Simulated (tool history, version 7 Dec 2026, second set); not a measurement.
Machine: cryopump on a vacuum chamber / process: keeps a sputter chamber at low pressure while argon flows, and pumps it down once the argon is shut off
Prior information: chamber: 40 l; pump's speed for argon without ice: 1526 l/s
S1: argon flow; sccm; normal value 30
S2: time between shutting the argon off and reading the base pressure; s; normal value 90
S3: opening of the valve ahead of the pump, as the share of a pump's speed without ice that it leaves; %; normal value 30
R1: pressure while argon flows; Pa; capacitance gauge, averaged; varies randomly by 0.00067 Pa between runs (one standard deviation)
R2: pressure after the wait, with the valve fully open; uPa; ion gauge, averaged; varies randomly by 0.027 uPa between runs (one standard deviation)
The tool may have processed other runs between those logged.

Run 1, day 0.000: usual settings. Result: R1 0.1162 Pa, R2 1.30 uPa.
Run 2, day 1.071: usual settings. Result: R1 0.1152 Pa, R2 1.34 uPa.
Run 3, day 2.158: usual settings. Result: R1 0.1167 Pa, R2 1.32 uPa.
Run 4, day 3.162: usual settings. Result: R1 0.1181 Pa, R2 1.32 uPa.
Run 5, day 3.721: usual settings but S3 35 %. Result: R1 0.1012 Pa, R2 1.37 uPa.
Run 6, day 4.504: usual settings but S3 35 %. Result: R1 0.1019 Pa, R2 1.37 uPa.
Run 7, day 5.583: usual settings. Result: R1 0.1174 Pa, R2 1.39 uPa.
Run 8, day 6.042: usual settings. Result: R1 0.1185 Pa, R2 1.39 uPa.
Run 9, day 6.858: usual settings. Result: R1 0.1181 Pa, R2 1.41 uPa.
Run 10, day 7.808: usual settings. Result: R1 0.1195 Pa, R2 1.38 uPa.
Run 11, day 8.350: usual settings but S2 159 s. Result: R1 0.1187 Pa, R2 0.95 uPa.
Run 12, day 9.354: usual settings but S2 159 s. Result: R1 0.1202 Pa, R2 1.07 uPa.
Run 13, day 10.342: usual settings but S1 21 sccm. Result: R1 0.0845 Pa, R2 1.47 uPa.
Run 14, day 10.833: usual settings but S1 21 sccm. Result: R1 0.0831 Pa, R2 1.45 uPa.
Run 15, day 11.675: usual settings but S1 21 sccm. Result: R1 0.0846 Pa, R2 1.46 uPa.
Run 16, day 12.392: usual settings but S1 21 sccm. Result: R1 0.0850 Pa, R2 1.48 uPa.
Run 17, day 13.004: usual settings but S1 21 sccm. Result: R1 0.0853 Pa, R2 1.47 uPa.
At day 13.288: pump warmed up, emptied and cooled again.
Run 18, day 13.779: usual settings but S1 21 sccm. Result: R1 0.0779 Pa, R2 1.36 uPa.
Run 19, day 14.829: usual settings but S1 15 sccm, S2 21 s, S3 25 %. Result: R1 0.0665 Pa, R2 4.57 uPa.

Estimate the outcome of run 20 from the log above:
Run 20, day 15.350: usual settings but S1 15 sccm, S2 21 s, S3 25 %. Result: R1 ?, R2 ?.

Run 20 gave R1 0.0661 Pa, R2 4.73 uPa.
On a tool with no hidden condition, and with the same random variation, this run would have come out at R1 0.0656 Pa, R2 4.55 uPa.
